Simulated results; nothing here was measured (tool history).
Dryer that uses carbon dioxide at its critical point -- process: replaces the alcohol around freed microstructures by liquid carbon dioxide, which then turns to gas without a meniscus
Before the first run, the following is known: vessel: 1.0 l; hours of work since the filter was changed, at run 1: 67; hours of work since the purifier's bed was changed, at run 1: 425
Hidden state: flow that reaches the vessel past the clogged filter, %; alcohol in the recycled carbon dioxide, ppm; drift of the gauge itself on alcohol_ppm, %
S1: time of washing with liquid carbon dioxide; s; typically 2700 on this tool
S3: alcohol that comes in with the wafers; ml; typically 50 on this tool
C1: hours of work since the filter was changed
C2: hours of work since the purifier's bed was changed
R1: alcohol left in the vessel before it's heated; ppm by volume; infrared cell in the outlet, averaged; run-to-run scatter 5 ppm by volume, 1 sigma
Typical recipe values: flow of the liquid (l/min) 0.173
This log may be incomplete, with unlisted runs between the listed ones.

Run 1, hour 0.0: usual settings; C1 67; C2 425. Result: R1 122 ppm by volume.
Run 2, hour 17.2: usual settings; C1 77; C2 436. Result: R1 112 ppm by volume.
Run 3, hour 34.7: usual settings; C1 88; C2 447. Result: R1 112 ppm by volume.
Run 4, hour 62.5: usual settings; C1 106; C2 465. Result: R1 104 ppm by volume.
Run 5, hour 98.7: usual settings but S3 67 ml; C1 129; C2 487. Result: R1 145 ppm by volume.
Run 6, hour 115.4: usual settings but S3 67 ml; C1 139; C2 498. Result: R1 138 ppm by volume.
Run 7, hour 145.9: usual settings but S3 63 ml; C1 159; C2 517. Result: R1 151 ppm by volume.
Run 8, hour 163.4: usual settings but S3 63 ml; C1 170; C2 528. Result: R1 140 ppm by volume.
Run 9, hour 188.7: usual settings; C1 186; C2 544. Result: R1 135 ppm by volume.
Run 10, hour 205.9: usual settings but S1 4020 s; C1 196; C2 555. Result: R1 92 ppm by volume.
Run 11, hour 233.9: usual settings but S1 4020 s; C1 214; C2 573. Result: R1 88 ppm by volume.
Run 12, hour 271.0: usual settings; C1 238; C2 596. Result: R1 146 ppm by volume.
Run 13, hour 293.6: usual settings; C1 252; C2 610. Result: R1 147 ppm by volume.
Run 14, hour 322.2: usual settings; C1 270; C2 628. Result: R1 145 ppm by volume.
Run 15, hour 339.1: usual settings; C1 281; C2 639. Result: R1 168 ppm by volume.
Run 16, hour 358.0: usual settings; C1 292; C2 651. Result: R1 149 ppm by volume.
Run 17, hour 394.1: usual settings but S1 3240 s; C1 315; C2 674. Result: R1 131 ppm by volume.
Run 18, hour 424.6: usual settings; C1 335; C2 693. Result: R1 156 ppm by volume.
Run 19, hour 447.5: usual settings; C1 349; C2 708. Result: R1 167 ppm by volume.
Run 20, hour 481.0: usual settings; C1 370; C2 729. Result: R1 169 ppm by volume.
Run 21, hour 513.7: usual settings; C1 391; C2 749. Result: R1 176 ppm by volume.
Run 22, hour 540.7: usual settings; C1 408; C2 766. Result: R1 177 ppm by volume.
Run 23, hour 560.4: usual settings but flow of the liquid (l/min) 0.254; C1 420; C2 779. Result: R1 123 ppm by volume.
At hour 586.0: inlet filter changed.
Run 24, hour 586.5: usual settings but flow of the liquid (l/min) 0.254; C1 0; C2 795. Result: R1 113 ppm by volume.
Run 25, hour 620.9: usual settings but S1 2280 s, flow of the liquid (l/min) 0.167, S3 86 ml; C1 22; C2 816. Result: R1 385 ppm by volume.
Run 26, hour 650.8: usual settings but S1 2400 s, flow of the liquid (l/min) 0.233, S3 81 ml; C1 41; C2 835. Result: R1 146 ppm by volume.
Run 27, hour 674.0: usual settings but flow of the liquid (l/min) 0.187; C1 56; C2 850. Result: R1 160 ppm by volume.
Run 28, hour 710.6: usual settings but S1 1860 s, flow of the liquid (l/min) 0.220, S3 59 ml; C1 79; C2 873. Result: R1 265 ppm by volume.
Run 29, hour 742.2: usual settings but S1 2460 s, flow of the liquid (l/min) 0.169, S3 54 ml; C1 99; C2 893. Result: R1 238 ppm by volume.
Run 30, hour 766.7: usual settings but S1 2520 s, S3 43 ml; C1 114; C2 908. Result: R1 190 ppm by volume.
Run 31, hour 788.8: usual settings but flow of the liquid (l/min) 0.260, S3 30 ml; C1 128; C2 922. Result: R1 148 ppm by volume.
Run 32, hour 810.9: usual settings but S1 2820 s, S3 71 ml; C1 142; C2 936. Result: R1 185 ppm by volume.
Run 33, hour 839.5: usual settings but flow of the liquid (l/min) 0.146; C1 160; C2 954. Result: R1 288 ppm by volume.
Run 34, hour 874.9: usual settings but flow of the liquid (l/min) 0.146; C1 182; C2 977. Result: R1 297 ppm by volume.
Run 35, hour 891.0: usual settings but flow of the liquid (l/min) 0.141, S3 80 ml; C1 192; C2 987. Result: R1 445 ppm by volume.
Run 36, hour 927.8: usual settings but S1 2820 s, flow of the liquid (l/min) 0.270, S3 67 ml; C1 216; C2 1010. Result: R1 168 ppm by volume.
Run 37, hour 954.9: usual settings but S1 2100 s, flow of the liquid (l/min) 0.166, S3 67 ml; C1 233; C2 1027. Result: R1 531 ppm by volume.
Run 38, hour 993.5: usual settings but S1 2100 s, flow of the liquid (l/min) 0.166, S3 67 ml; C1 257; C2 1052. Result: R1 563 ppm by volume.
Run 39, hour 1015.3: usual settings but S1 2100 s, flow of the liquid (l/min) 0.166, S3 67 ml; C1 271; C2 1065. Result: R1 545 ppm by volume.
Run 40, hour 1036.1: usual settings but S1 2160 s, flow of the liquid (l/min) 0.248, S3 38 ml; C1 284; C2 1078. Result: R1 181 ppm by volume.
Run 41, hour 1057.7: usual settings but S1 1920 s, flow of the liquid (l/min) 0.117, S3 85 ml; C1 298; C2 1092. Result: R1 3389 ppm by volume.
Run 42, hour 1081.5: usual settings but S1 1920 s, flow of the liquid (l/min) 0.153, S3 26 ml; C1 313; C2 1107. Result: R1 539 ppm by volume.
Run 43, hour 1115.1: usual settings but flow of the liquid (l/min) 0.142, S3 26 ml; C1 334; C2 1128. Result: R1 281 ppm by volume.
Run 44, hour 1149.6: usual settings but S1 4080 s, flow of the liquid (l/min) 0.142, S3 85 ml; C1 356; C2 1150. Result: R1 195 ppm by volume.
Run 45, hour 1179.3: usual settings but S1 4080 s, flow of the liquid (l/min) 0.142, S3 85 ml; C1 375; C2 1169. Result: R1 198 ppm by volume.
Run 46, hour 1204.5: usual settings but S1 4200 s, flow of the liquid (l/min) 0.104; C1 390; C2 1185. Result: R1 268 ppm by volume.
Run 47, hour 1226.9: usual settings but S1 2400 s, flow of the liquid (l/min) 0.177, S3 74 ml; C1 405; C2 1199. Result: R1 342 ppm by volume.

Measured less the same run without the tool's hidden state. The same run-to-run variation is in both; the gauge's scatter may not be:
run    R1
  1   +70
  2   +71
  3   +73
  4   +74
  5   +83
  6   +85
  7   +90
  8   +89
  9   +95
 10   +84
 11   +87
 12  +103
 13  +105
 14  +110
 15  +112
 16  +111
 17  +111
 18  +118
 19  +124
 20  +130
 21  +133
 22  +137
 23  +117
 24  +113
 25  +129
 26  +127
 27  +129
 28  +143
 29  +140
 30  +141
 31  +142
 32  +147
 33  +162
 34  +171
 35  +194
 36  +155
 37  +218
 38  +234
 39  +233
 40  +166
 41  +626
 42  +237
 43  +200
 44  +180
 45  +186
 46  +204
 47  +229

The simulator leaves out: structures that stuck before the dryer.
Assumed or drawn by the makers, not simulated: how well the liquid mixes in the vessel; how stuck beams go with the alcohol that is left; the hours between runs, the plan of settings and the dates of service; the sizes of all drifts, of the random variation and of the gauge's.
